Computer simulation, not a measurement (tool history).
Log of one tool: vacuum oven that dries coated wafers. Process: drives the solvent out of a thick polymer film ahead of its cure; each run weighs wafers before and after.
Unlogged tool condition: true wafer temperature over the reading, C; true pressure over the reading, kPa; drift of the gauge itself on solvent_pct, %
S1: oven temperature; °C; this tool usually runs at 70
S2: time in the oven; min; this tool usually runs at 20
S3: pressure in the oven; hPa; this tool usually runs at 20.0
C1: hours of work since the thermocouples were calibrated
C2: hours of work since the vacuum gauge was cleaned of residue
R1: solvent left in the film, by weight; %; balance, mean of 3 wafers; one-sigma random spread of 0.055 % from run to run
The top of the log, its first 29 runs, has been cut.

run    hour  S1  S2    S3    C1    C2     R1
 30  1863.7  66  17  20.0   654  1208   4.82
 31  1921.1  66  12  35.9   697  1251   7.96
 32  1990.2  66  12  35.9   749  1302   7.82
 33  2032.3  58  20  20.0   780  1334   7.99
 34  2101.3  58  20  20.0   832  1385   8.08
 35  2176.9  58  20  20.0   888  1441   8.02
 36  2242.9  56  20  20.0   937  1491   9.11
 37  2326.2  56  20  20.0   999  1553   9.24
 38  2379.8  70  12  54.5  1039  1593   7.44
 39  2456.4  82  35  11.4  1097  1650   0.73
 40  2523.2  70  20  22.7  1146  1700   3.49
 41  2600.3  68  20  31.9  1204  1757   4.75
 42  2663.2  57  10  31.9  1251  1804  14.10
 43  2718.2  65  17  17.2  1292  1845   5.93
     2726.2  -- oven's thermocouples calibrated
     2757.5  -- vacuum gauge cleaned of residue and calibrated
 44  2783.7  61  17  17.2    42    19   5.83
 45  2866.9  61  30  15.4   104    82   3.01

Consider 4 possible next runs. They are alternatives, not a sequence: every one starts from the tool as it was left by run 45. What does each give?
  A  2941.6  81  36  50.8  160  137   ?
  B  2941.6  61  30  16.1  160  137   ?
  C  2941.6  58  20  47.7  160  137   ?
  D  2941.6  70  27  20.0  160  137   ?

run    R1
  A  1.87
  B  2.92
  C  8.95
  D  1.56
With no hidden state in the tool, these same runs would have given:
run    R1
  A  1.84
  B  2.85
  C  8.88
  D  1.51
